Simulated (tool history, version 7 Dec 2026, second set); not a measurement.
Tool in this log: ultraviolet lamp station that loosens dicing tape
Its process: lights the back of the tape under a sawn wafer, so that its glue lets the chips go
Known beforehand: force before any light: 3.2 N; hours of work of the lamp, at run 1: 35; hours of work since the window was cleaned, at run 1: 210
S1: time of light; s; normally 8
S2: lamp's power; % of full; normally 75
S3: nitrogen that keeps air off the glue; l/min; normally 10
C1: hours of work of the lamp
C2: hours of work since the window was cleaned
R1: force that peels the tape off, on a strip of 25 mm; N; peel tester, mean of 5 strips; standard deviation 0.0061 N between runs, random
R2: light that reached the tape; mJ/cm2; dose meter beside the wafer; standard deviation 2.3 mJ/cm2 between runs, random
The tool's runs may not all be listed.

run 1 hour=0.0 | S1=8 S2=75 S3=10 | C1=35 C2=210 | R1=0.191 R2=202
run 2 hour=61.9 | S1=8 S2=75 S3=7 | C1=72 C2=247 | R1=0.233 R2=199
run 3 hour=122.0 | S1=8 S2=75 S3=10 | C1=109 C2=284 | R1=0.208 R2=193
run 4 hour=157.1 | S1=8 S2=75 S3=9 | C1=130 C2=305 | R1=0.225 R2=183
run 5 hour=209.2 | S1=8 S2=65 S3=10 | C1=161 C2=336 | R1=0.252 R2=161
run 6 hour=238.7 | S1=8 S2=65 S3=10 | C1=179 C2=354 | R1=0.260 R2=155
run 7 hour=302.9 | S1=8 S2=65 S3=10 | C1=218 C2=393 | R1=0.284 R2=153
run 8 hour=338.7 | S1=8 S2=90 S3=10 | C1=240 C2=415 | R1=0.190 R2=209
run 9 hour=387.4 | S1=8 S2=75 S3=10 | C1=269 C2=444 | R1=0.233 R2=167
run 10 hour=423.9 | S1=8 S2=75 S3=10 | C1=291 C2=466 | R1=0.239 R2=165
run 11 hour=450.5 | S1=8 S2=75 S3=5 | C1=307 C2=482 | R1=0.396 R2=158
run 12 hour=507.7 | S1=8 S2=75 S3=5 | C1=342 C2=517 | R1=0.413 R2=156
run 13 hour=542.4 | S1=8 S2=75 S3=5 | C1=363 C2=537 | R1=0.408 R2=152
-- hour=552.0 window cleaned of glue's vapour
run 14 hour=588.3 | S1=8 S2=75 S3=10 | C1=390 C2=22 | R1=0.226 R2=183
run 15 hour=619.3 | S1=8 S2=75 S3=10 | C1=409 C2=41 | R1=0.216 R2=178
run 16 hour=648.9 | S1=8 S2=75 S3=10 | C1=427 C2=58 | R1=0.226 R2=174
run 17 hour=710.5 | S1=8 S2=75 S3=19 | C1=464 C2=96 | R1=0.179 R2=169
run 18 hour=751.5 | S1=8 S2=75 S3=19 | C1=488 C2=120 | R1=0.179 R2=170
run 19 hour=800.9 | S1=8 S2=75 S3=19 | C1=518 C2=150 | R1=0.192 R2=163
run 20 hour=856.9 | S1=8 S2=75 S3=19 | C1=552 C2=184 | R1=0.195 R2=158
run 21 hour=900.0 | S1=8 S2=75 S3=19 | C1=578 C2=210 | R1=0.211 R2=153
run 22 hour=954.5 | S1=8 S2=75 S3=19 | C1=611 C2=243 | R1=0.199 R2=149
-- hour=999.2 lamp changed
run 23 hour=999.3 | S1=9 S2=96 S3=6 | C1=0 C2=269 | R1=0.174 R2=286
run 24 hour=1028.4 | S1=16 S2=65 S3=16 | C1=18 C2=287 | R1=0.154 R2=338
run 25 hour=1093.0 | S1=16 S2=65 S3=16 | C1=57 C2=326 | R1=0.147 R2=330
run 26 hour=1144.4 | S1=16 S2=65 S3=16 | C1=88 C2=357 | R1=0.151 R2=323
run 27 hour=1173.5 | S1=8 S2=63 S3=6 | C1=105 C2=375 | R1=0.383 R2=152
run 28 hour=1207.0 | S1=5 S2=77 S3=11 | C1=125 C2=395 | R1=0.393 R2=118
run 29 hour=1272.2 | S1=14 S2=75 S3=18 | C1=165 C2=434 | R1=0.150 R2=304
run 30 hour=1314.5 | S1=9 S2=83 S3=5 | C1=190 C2=460 | R1=0.253 R2=212
run 31 hour=1353.8 | S1=9 S2=83 S3=5 | C1=214 C2=483 | R1=0.274 R2=203
run 32 hour=1403.4 | S1=8 S2=82 S3=14 | C1=244 C2=513 | R1=0.193 R2=175
-- hour=1453.0 window cleaned of glue's vapour
run 33 hour=1462.5 | S1=8 S2=75 S3=7 | C1=279 C2=6 | R1=0.241 R2=191
run 34 hour=1502.5 | S1=8 S2=75 S3=7 | C1=304 C2=30 | R1=0.244 R2=190
run 35 hour=1533.5 | S1=8 S2=75 S3=5 | C1=322 C2=49 | R1=0.331 R2=181
run 36 hour=1568.1 | S1=8 S2=75 S3=5 | C1=343 C2=69 | R1=0.338 R2=178
run 37 hour=1617.1 | S1=8 S2=75 S3=5 | C1=373 C2=99 | R1=0.352 R2=177
run 38 hour=1663.0 | S1=8 S2=75 S3=5 | C1=400 C2=127 | R1=0.364 R2=172
run 39 hour=1697.5 | S1=13 S2=90 S3=10 | C1=421 C2=148 | R1=0.151 R2=328
run 40 hour=1755.9 | S1=13 S2=90 S3=10 | C1=457 C2=183 | R1=0.151 R2=318
run 41 hour=1810.0 | S1=13 S2=75 S3=10 | C1=489 C2=215 | R1=0.157 R2=260
run 42 hour=1873.4 | S1=8 S2=88 S3=17 | C1=527 C2=254 | R1=0.175 R2=177
run 43 hour=1910.0 | S1=8 S2=70 S3=17 | C1=550 C2=276 | R1=0.236 R2=136

Alternative continuations, all from the tool just after run 43; predict every row:
run A hour=1953.6 | S1=11 S2=70 S3=17 | C1=576 C2=302 | R1=? R2=?
run B hour=1953.6 | S1=6 S2=83 S3=7 | C1=576 C2=302 | R1=? R2=?
run C hour=1953.6 | S1=15 S2=75 S3=10 | C1=576 C2=302 | R1=? R2=?

run=A R1=0.178 R2=187
run=B R1=0.490 R2=121
run=C R1=0.156 R2=274
Without the tool's unlogged condition, the same runs would have read:
run=A R1=0.154 R2=284
run=B R1=0.258 R2=184
run=C R1=0.147 R2=417

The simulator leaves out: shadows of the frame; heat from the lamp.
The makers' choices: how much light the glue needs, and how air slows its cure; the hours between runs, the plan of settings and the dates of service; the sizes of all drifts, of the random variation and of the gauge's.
